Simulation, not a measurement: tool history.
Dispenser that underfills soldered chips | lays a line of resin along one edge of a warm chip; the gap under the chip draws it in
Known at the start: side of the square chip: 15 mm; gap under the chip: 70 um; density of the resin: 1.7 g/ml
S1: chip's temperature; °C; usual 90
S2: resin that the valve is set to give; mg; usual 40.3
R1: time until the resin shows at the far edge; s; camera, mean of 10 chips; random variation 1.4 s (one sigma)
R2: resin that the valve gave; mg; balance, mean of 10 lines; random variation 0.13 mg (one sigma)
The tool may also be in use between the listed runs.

{"run": 1, "hour": 0.0, "S1": 90, "S2": 40.3, "R1": 162.3, "R2": 40.2}
{"hour": 5.7, "done": "new syringe of resin"}
{"run": 2, "hour": 6.8, "S1": 90, "S2": 40.3, "R1": 138.0, "R2": 40.19}
{"run": 3, "hour": 11.9, "S1": 87, "S2": 40.3, "R1": 193.8, "R2": 40.36}
{"hour": 16.4, "done": "new syringe of resin"}
{"run": 4, "hour": 16.8, "S1": 90, "S2": 40.3, "R1": 136.1, "R2": 39.82}
{"run": 5, "hour": 22.0, "S1": 90, "S2": 40.3, "R1": 176.6, "R2": 40.06}
{"run": 6, "hour": 25.2, "S1": 90, "S2": 40.3, "R1": 203.3, "R2": 40.25}
{"hour": 27.3, "done": "new syringe of resin"}
{"run": 7, "hour": 30.4, "S1": 90, "S2": 40.3, "R1": 153.0, "R2": 39.79}
{"run": 8, "hour": 34.6, "S1": 87, "S2": 40.3, "R1": 206.5, "R2": 40.13}
{"hour": 37.7, "done": "new syringe of resin"}
{"run": 9, "hour": 40.1, "S1": 87, "S2": 40.3, "R1": 158.7, "R2": 39.67}
{"run": 10, "hour": 45.1, "S1": 89, "S2": 34.3, "R1": 199.8, "R2": 33.88}
{"hour": 48.3, "done": "new syringe of resin"}
{"run": 11, "hour": 48.3, "S1": 83, "S2": 40.3, "R1": 161.3, "R2": 39.75}
{"run": 12, "hour": 53.8, "S1": 82, "S2": 48.5, "R1": 212.6, "R2": 47.62}
{"hour": 59.2, "done": "new syringe of resin"}
{"run": 13, "hour": 60.0, "S1": 79, "S2": 49.1, "R1": 187.8, "R2": 48.15}
{"run": 14, "hour": 64.4, "S1": 79, "S2": 49.1, "R1": 228.6, "R2": 48.38}
{"run": 15, "hour": 68.5, "S1": 100, "S2": 51.5, "R1": 157.0, "R2": 50.4}
{"hour": 70.2, "done": "new syringe of resin"}
{"run": 16, "hour": 73.2, "S1": 85, "S2": 35.4, "R1": 184.2, "R2": 34.58}
{"run": 17, "hour": 78.5, "S1": 85, "S2": 49.5, "R1": 224.0, "R2": 48.35}

3 ways to go on from here, each from the tool as it stands after run 17. What would each give?
{"hour": 80.6, "done": "new syringe of resin"}
{"run": "A", "hour": 84.6, "S1": 84, "S2": 46.1, "R1": "?", "R2": "?"}
{"hour": 80.6, "done": "new syringe of resin"}
{"run": "B", "hour": 84.6, "S1": 78, "S2": 39.3, "R1": "?", "R2": "?"}
{"hour": 80.6, "done": "new syringe of resin"}
{"run": "C", "hour": 84.6, "S1": 103, "S2": 42.6, "R1": "?", "R2": "?"}

run=A R1=185.3 R2=44.79
run=B R1=222.9 R2=38.18
run=C R1=112.5 R2=41.54
Without the tool's hidden state the same runs would have given:
run=A R1=157.1 R2=46.09
run=B R1=188.4 R2=39.29
run=C R1=95.1 R2=42.75

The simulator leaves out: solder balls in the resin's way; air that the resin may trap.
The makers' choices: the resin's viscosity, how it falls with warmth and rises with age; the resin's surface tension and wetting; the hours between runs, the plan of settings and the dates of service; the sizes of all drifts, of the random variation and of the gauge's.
